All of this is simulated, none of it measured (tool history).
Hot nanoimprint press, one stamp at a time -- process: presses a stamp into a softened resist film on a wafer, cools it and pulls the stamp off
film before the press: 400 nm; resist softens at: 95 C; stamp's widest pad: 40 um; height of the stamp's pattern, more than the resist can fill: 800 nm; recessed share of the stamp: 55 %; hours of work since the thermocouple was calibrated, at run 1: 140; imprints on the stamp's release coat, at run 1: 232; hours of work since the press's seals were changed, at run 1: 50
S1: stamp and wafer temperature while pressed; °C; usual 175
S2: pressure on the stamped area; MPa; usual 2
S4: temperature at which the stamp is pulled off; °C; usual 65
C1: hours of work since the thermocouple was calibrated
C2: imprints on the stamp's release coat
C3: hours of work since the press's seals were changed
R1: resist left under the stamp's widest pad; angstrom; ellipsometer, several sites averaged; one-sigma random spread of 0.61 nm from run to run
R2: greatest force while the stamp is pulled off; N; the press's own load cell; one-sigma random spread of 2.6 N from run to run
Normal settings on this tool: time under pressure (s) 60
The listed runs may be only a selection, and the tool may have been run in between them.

{"run": 1, "hour": 0.0, "S1": 175, "S2": 2, "time under pressure (s)": 60, "S4": 65, "C1": 140, "C2": 232, "C3": 50, "R1": 2132, "R2": 145}
{"run": 2, "hour": 16.8, "S1": 175, "S2": 2, "time under pressure (s)": 60, "S4": 65, "C1": 148, "C2": 257, "C3": 57, "R1": 2138, "R2": 145}
{"run": 3, "hour": 48.0, "S1": 175, "S2": 2, "time under pressure (s)": 60, "S4": 65, "C1": 161, "C2": 303, "C3": 70, "R1": 2143, "R2": 146}
{"run": 4, "hour": 75.3, "S1": 175, "S2": 2, "time under pressure (s)": 60, "S4": 65, "C1": 173, "C2": 343, "C3": 82, "R1": 2148, "R2": 145}
{"run": 5, "hour": 94.8, "S1": 175, "S2": 2, "time under pressure (s)": 60, "S4": 65, "C1": 181, "C2": 372, "C3": 91, "R1": 2146, "R2": 152}
{"run": 6, "hour": 124.6, "S1": 175, "S2": 2, "time under pressure (s)": 60, "S4": 65, "C1": 194, "C2": 416, "C3": 103, "R1": 2150, "R2": 142}
{"run": 7, "hour": 149.0, "S1": 175, "S2": 2, "time under pressure (s)": 60, "S4": 65, "C1": 205, "C2": 452, "C3": 114, "R1": 2151, "R2": 145}
{"run": 8, "hour": 167.5, "S1": 175, "S2": 2.07, "time under pressure (s)": 60, "S4": 65, "C1": 213, "C2": 480, "C3": 122, "R1": 2135, "R2": 145}
{"run": 9, "hour": 194.5, "S1": 175, "S2": 2, "time under pressure (s)": 60, "S4": 65, "C1": 225, "C2": 520, "C3": 134, "R1": 2172, "R2": 147}
{"run": 10, "hour": 220.4, "S1": 175, "S2": 1.78, "time under pressure (s)": 60, "S4": 65, "C1": 236, "C2": 558, "C3": 145, "R1": 2245, "R2": 148}
{"hour": 245.8, "done": "stamp cleaned and given a new release coat"}
{"run": 11, "hour": 257.1, "S1": 175, "S2": 1.78, "time under pressure (s)": 60, "S4": 65, "C1": 249, "C2": 16, "C3": 158, "R1": 2265, "R2": 143}
{"run": 12, "hour": 278.9, "S1": 175, "S2": 1.78, "time under pressure (s)": 73, "S4": 65, "C1": 258, "C2": 49, "C3": 168, "R1": 2113, "R2": 148}
{"run": 13, "hour": 304.7, "S1": 175, "S2": 2, "time under pressure (s)": 35, "S4": 65, "C1": 270, "C2": 87, "C3": 179, "R1": 2587, "R2": 142}
{"run": 14, "hour": 333.1, "S1": 175, "S2": 2, "time under pressure (s)": 35, "S4": 65, "C1": 282, "C2": 129, "C3": 191, "R1": 2605, "R2": 144}
{"run": 15, "hour": 361.5, "S1": 175, "S2": 2.35, "time under pressure (s)": 35, "S4": 65, "C1": 294, "C2": 171, "C3": 203, "R1": 2465, "R2": 144}
{"run": 16, "hour": 390.3, "S1": 175, "S2": 2.35, "time under pressure (s)": 35, "S4": 65, "C1": 307, "C2": 214, "C3": 216, "R1": 2461, "R2": 147}
{"run": 17, "hour": 419.1, "S1": 163, "S2": 2.35, "time under pressure (s)": 75, "S4": 65, "C1": 319, "C2": 256, "C3": 228, "R1": 2567, "R2": 142}
{"run": 18, "hour": 447.5, "S1": 185, "S2": 2.88, "time under pressure (s)": 62, "S4": 65, "C1": 331, "C2": 298, "C3": 240, "R1": 1448, "R2": 142}
{"run": 19, "hour": 477.2, "S1": 179, "S2": 1.32, "time under pressure (s)": 78, "S4": 73, "C1": 344, "C2": 342, "C3": 253, "R1": 2115, "R2": 112}
{"run": 20, "hour": 498.1, "S1": 179, "S2": 1.32, "time under pressure (s)": 78, "S4": 73, "C1": 353, "C2": 373, "C3": 262, "R1": 2104, "R2": 109}
{"hour": 499.8, "done": "gauge calibrated"}
{"run": 21, "hour": 518.4, "S1": 179, "S2": 1.32, "time under pressure (s)": 78, "S4": 71, "C1": 362, "C2": 403, "C3": 271, "R1": 2068, "R2": 124}
{"run": 22, "hour": 544.6, "S1": 179, "S2": 1.61, "time under pressure (s)": 78, "S4": 71, "C1": 373, "C2": 442, "C3": 282, "R1": 1919, "R2": 122}

Run 23 comes next. What will it give?
{"run": 23, "hour": 562.9, "S1": 166, "S2": 2.52, "time under pressure (s)": 98, "S4": 59, "C1": 381, "C2": 469, "C3": 290, "R1": "?", "R2": "?"}

{"run 23": {"R1": 2080, "R2": 169}}
Had the tool carried no hidden state, the very same run would have given R1 2076 angstrom, R2 168 N.
